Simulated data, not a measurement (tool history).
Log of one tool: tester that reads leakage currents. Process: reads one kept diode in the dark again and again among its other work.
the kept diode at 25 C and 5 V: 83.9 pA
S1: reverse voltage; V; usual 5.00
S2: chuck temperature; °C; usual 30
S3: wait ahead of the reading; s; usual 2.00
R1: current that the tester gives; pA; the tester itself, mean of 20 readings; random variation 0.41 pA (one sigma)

{"run": 1, "hour": 0.0, "S1": 5.0, "S2": 30, "S3": 2.0, "R1": 137.65}
{"run": 2, "hour": 144.5, "S1": 5.0, "S2": 30, "S3": 2.0, "R1": 137.71}
{"run": 3, "hour": 295.5, "S1": 5.0, "S2": 30, "S3": 2.0, "R1": 136.93}
{"run": 4, "hour": 486.2, "S1": 5.0, "S2": 30, "S3": 2.0, "R1": 135.52}
{"run": 5, "hour": 643.3, "S1": 5.0, "S2": 20, "S3": 2.0, "R1": 53.1}
{"run": 6, "hour": 789.3, "S1": 5.0, "S2": 30, "S3": 2.0, "R1": 135.19}
{"run": 7, "hour": 915.5, "S1": 5.0, "S2": 30, "S3": 2.0, "R1": 133.94}
{"run": 8, "hour": 1055.4, "S1": 5.0, "S2": 30, "S3": 2.0, "R1": 133.45}
{"run": 9, "hour": 1151.8, "S1": 5.0, "S2": 24, "S3": 2.0, "R1": 76.65}
{"run": 10, "hour": 1338.0, "S1": 5.0, "S2": 30, "S3": 2.0, "R1": 132.49}
{"run": 11, "hour": 1488.7, "S1": 5.0, "S2": 30, "S3": 2.0, "R1": 132.16}
{"run": 12, "hour": 1604.4, "S1": 1.34, "S2": 35, "S3": 2.46, "R1": 125.74}
{"run": 13, "hour": 1752.3, "S1": 2.61, "S2": 45, "S3": 0.69, "R1": 387.95}
{"hour": 1883.8, "done": "tester calibrated"}
{"run": 14, "hour": 1898.2, "S1": 2.61, "S2": 45, "S3": 0.69, "R1": 374.34}
{"hour": 1954.6, "done": "chuck's temperature calibrated"}
{"run": 15, "hour": 1992.1, "S1": 5.0, "S2": 43, "S3": 1.02, "R1": 437.06}
{"run": 16, "hour": 2185.1, "S1": 12.01, "S2": 46, "S3": 9.63, "R1": 781.48}
{"run": 17, "hour": 2300.6, "S1": 8.76, "S2": 39, "S3": 9.63, "R1": 380.71}
{"hour": 2398.4, "done": "probe card cleaned and baked"}
{"run": 18, "hour": 2431.7, "S1": 4.16, "S2": 30, "S3": 4.57, "R1": 122.72}
{"run": 19, "hour": 2633.2, "S1": 5.0, "S2": 47, "S3": 0.48, "R1": 599.9}

Some steps in R1 between neighbouring runs. How much of each would the tool show without its hidden state too (settings, what came in, random variation), and how much is left for the hidden state, with any gauge scatter that isn't in both results?
The hidden state here: stray current of the dirty probe card, pA a volt; current scale over the true one, %; true chuck temperature over the reading, C; drift of the gauge itself on leakage_pa, %.
Run 14 -> 15: S1 2.61 -> 5.00, S2 45 -> 43, S3 0.69 -> 1.02, chuck's temperature calibrated. R1 +62.72 pA: hidden state +36.99, all else +25.73.
Run 18 -> 19: S1 4.16 -> 5.00, S2 30 -> 47, S3 4.57 -> 0.48. R1 +477.18 pA: hidden state -15.80, all else +492.98.
